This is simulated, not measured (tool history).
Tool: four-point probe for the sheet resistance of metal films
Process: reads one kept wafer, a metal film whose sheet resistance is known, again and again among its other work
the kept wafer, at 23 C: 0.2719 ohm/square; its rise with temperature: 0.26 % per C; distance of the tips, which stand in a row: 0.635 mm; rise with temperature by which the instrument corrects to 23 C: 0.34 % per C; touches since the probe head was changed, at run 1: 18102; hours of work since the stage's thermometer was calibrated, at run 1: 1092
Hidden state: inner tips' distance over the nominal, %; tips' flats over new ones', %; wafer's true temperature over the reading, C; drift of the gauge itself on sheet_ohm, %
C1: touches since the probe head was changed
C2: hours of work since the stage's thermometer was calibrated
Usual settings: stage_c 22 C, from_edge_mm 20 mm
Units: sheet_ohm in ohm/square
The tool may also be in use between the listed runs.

{"run": 1, "hour": 0.0, "stage_c": 22, "from_edge_mm": 20, "C1": 18102, "C2": 1092, "sheet_ohm": 0.273117}
{"run": 2, "hour": 29.4, "stage_c": 22, "from_edge_mm": 19, "C1": 19798, "C2": 1113, "sheet_ohm": 0.273247}
{"run": 3, "hour": 48.5, "stage_c": 22, "from_edge_mm": 20, "C1": 20896, "C2": 1127, "sheet_ohm": 0.273231}
{"run": 4, "hour": 86.2, "stage_c": 22, "from_edge_mm": 20, "C1": 23071, "C2": 1154, "sheet_ohm": 0.27328}
{"hour": 88.9, "done": "stage's thermometer calibrated"}
{"run": 5, "hour": 119.8, "stage_c": 22, "from_edge_mm": 20, "C1": 24984, "C2": 22, "sheet_ohm": 0.273441}
{"run": 6, "hour": 146.7, "stage_c": 22, "from_edge_mm": 20, "C1": 26534, "C2": 42, "sheet_ohm": 0.27354}
{"run": 7, "hour": 164.5, "stage_c": 22, "from_edge_mm": 20, "C1": 27558, "C2": 54, "sheet_ohm": 0.273565}
{"run": 8, "hour": 180.2, "stage_c": 22, "from_edge_mm": 20, "C1": 28465, "C2": 66, "sheet_ohm": 0.273583}
{"run": 9, "hour": 203.7, "stage_c": 21, "from_edge_mm": 66, "C1": 29820, "C2": 83, "sheet_ohm": 0.27369}
{"run": 10, "hour": 235.1, "stage_c": 21, "from_edge_mm": 66, "C1": 31632, "C2": 105, "sheet_ohm": 0.273897}
{"hour": 255.4, "done": "stage's thermometer calibrated, once more"}
{"run": 11, "hour": 271.2, "stage_c": 24, "from_edge_mm": 69, "C1": 33684, "C2": 11, "sheet_ohm": 0.273133}
{"run": 12, "hour": 292.6, "stage_c": 33, "from_edge_mm": 7, "C1": 34918, "C2": 27, "sheet_ohm": 0.27248}
{"run": 13, "hour": 311.6, "stage_c": 20, "from_edge_mm": 13, "C1": 36017, "C2": 41, "sheet_ohm": 0.274446}
{"run": 14, "hour": 333.3, "stage_c": 23, "from_edge_mm": 46, "C1": 37268, "C2": 56, "sheet_ohm": 0.273566}

Forecast each of these 4 alternatives for the next run:
{"run": "A", "hour": 359.4, "stage_c": 33, "from_edge_mm": 46, "C1": 38774, "C2": 75, "sheet_ohm": "?"}
{"run": "B", "hour": 359.4, "stage_c": 22, "from_edge_mm": 21, "C1": 38774, "C2": 75, "sheet_ohm": "?"}
{"run": "C", "hour": 359.4, "stage_c": 26, "from_edge_mm": 72, "C1": 38774, "C2": 75, "sheet_ohm": "?"}
{"run": "D", "hour": 359.4, "stage_c": 24, "from_edge_mm": 20, "C1": 38774, "C2": 75, "sheet_ohm": "?"}

run=A sheet_ohm=0.271377
run=B sheet_ohm=0.273952
run=C sheet_ohm=0.272921
run=D sheet_ohm=0.273437
Without the tool's hidden state the same runs would have given:
run=A sheet_ohm=0.269725
run=B sheet_ohm=0.272284
run=C sheet_ohm=0.271259
run=D sheet_ohm=0.271772

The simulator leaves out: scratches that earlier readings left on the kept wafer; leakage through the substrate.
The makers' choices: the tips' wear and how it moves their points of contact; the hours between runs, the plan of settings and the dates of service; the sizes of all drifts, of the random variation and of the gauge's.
